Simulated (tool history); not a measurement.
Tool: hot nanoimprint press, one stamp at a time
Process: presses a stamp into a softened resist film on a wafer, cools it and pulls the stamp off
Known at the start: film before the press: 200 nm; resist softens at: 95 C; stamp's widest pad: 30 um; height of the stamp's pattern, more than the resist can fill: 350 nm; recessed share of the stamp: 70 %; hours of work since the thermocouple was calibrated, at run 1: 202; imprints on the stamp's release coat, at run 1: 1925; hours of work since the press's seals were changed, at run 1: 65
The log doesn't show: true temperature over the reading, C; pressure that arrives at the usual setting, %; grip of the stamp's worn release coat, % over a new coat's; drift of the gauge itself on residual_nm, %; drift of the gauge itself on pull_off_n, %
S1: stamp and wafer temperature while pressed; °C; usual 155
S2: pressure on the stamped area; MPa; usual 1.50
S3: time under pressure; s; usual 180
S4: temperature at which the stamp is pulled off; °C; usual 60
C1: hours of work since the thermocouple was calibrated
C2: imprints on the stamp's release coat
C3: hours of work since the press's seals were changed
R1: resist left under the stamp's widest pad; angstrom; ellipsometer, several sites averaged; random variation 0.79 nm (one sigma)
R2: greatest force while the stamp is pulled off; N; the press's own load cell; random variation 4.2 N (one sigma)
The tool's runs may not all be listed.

run,hour,S1,S2,S3,S4,C1,C2,C3,R1,R2
1,0.0,155,1.50,180,60,202,1925,65,1055,358
2,18.1,155,1.50,180,60,215,2004,78,1050,346
# hour 58.6: stamp cleaned and given a new release coat
3,62.0,155,1.50,180,60,243,15,106,1053,201
4,98.8,155,1.29,180,60,270,175,133,1142,208
5,121.3,155,1.29,180,60,286,273,149,1151,218
# hour 137.7: plate thermocouple calibrated
6,149.6,155,1.29,180,60,9,383,168,1087,226
7,173.4,155,1.50,180,60,26,487,185,1027,228
8,213.1,155,1.50,180,62,55,659,214,1031,257
9,252.0,155,1.50,180,62,84,829,243,1017,257
10,292.2,155,1.50,180,62,113,1004,272,1052,276
11,319.2,155,1.50,180,62,133,1121,292,1046,276
12,356.8,155,1.50,180,62,160,1285,320,1052,292
13,378.8,155,1.50,149,60,176,1381,336,1116,312
14,398.2,155,1.50,149,60,191,1465,350,1119,319
15,418.4,155,1.50,180,60,205,1553,365,1060,321
16,436.1,152,1.89,265,66,218,1630,377,918,306
17,458.8,155,1.89,227,48,235,1729,394,872,397
18,492.8,155,1.89,227,48,260,1876,419,875,406
19,529.3,155,1.89,227,48,287,2035,446,873,432
# hour 545.1: plate thermocouple calibrated
20,550.6,147,1.50,180,55,4,2115,459,1310,396
# hour 568.6: stamp cleaned and given a new release coat
21,597.3,155,1.80,180,68,34,125,489,942,186
22,616.1,151,1.03,91,62,48,207,503,1563,210
23,650.9,151,1.03,91,62,73,358,528,1603,222
24,677.5,157,1.50,180,60,92,474,548,980,235
25,708.9,157,1.50,180,60,115,611,571,976,246
26,744.9,157,1.50,180,60,142,767,597,972,255
27,772.0,146,1.50,180,56,162,885,617,1394,281
28,794.9,167,2.14,327,67,178,985,634,482,250
29,832.8,157,2.14,267,54,206,1149,661,724,319
30,851.8,157,2.14,267,54,220,1232,675,725,319

3 ways to go on from here, each from the tool as it stands after run 30. What would each give?
# hour 876.1: press's hydraulic seals changed and the load cell set to zero
A,888.1,154,2.14,102,54,241,1355,9,?,?
# hour 876.1: press's hydraulic seals changed and the load cell set to zero
B,888.1,155,1.91,111,51,241,1355,9,?,?
# hour 876.1: press's hydraulic seals changed and the load cell set to zero
C,888.1,163,2.18,226,54,241,1355,9,?,?

run,R1,R2
A,1082,332
B,1085,345
C,586,324
Without the tool's hidden state the same runs would have given:
run,R1,R2
A,1055,217
B,1058,226
C,571,213

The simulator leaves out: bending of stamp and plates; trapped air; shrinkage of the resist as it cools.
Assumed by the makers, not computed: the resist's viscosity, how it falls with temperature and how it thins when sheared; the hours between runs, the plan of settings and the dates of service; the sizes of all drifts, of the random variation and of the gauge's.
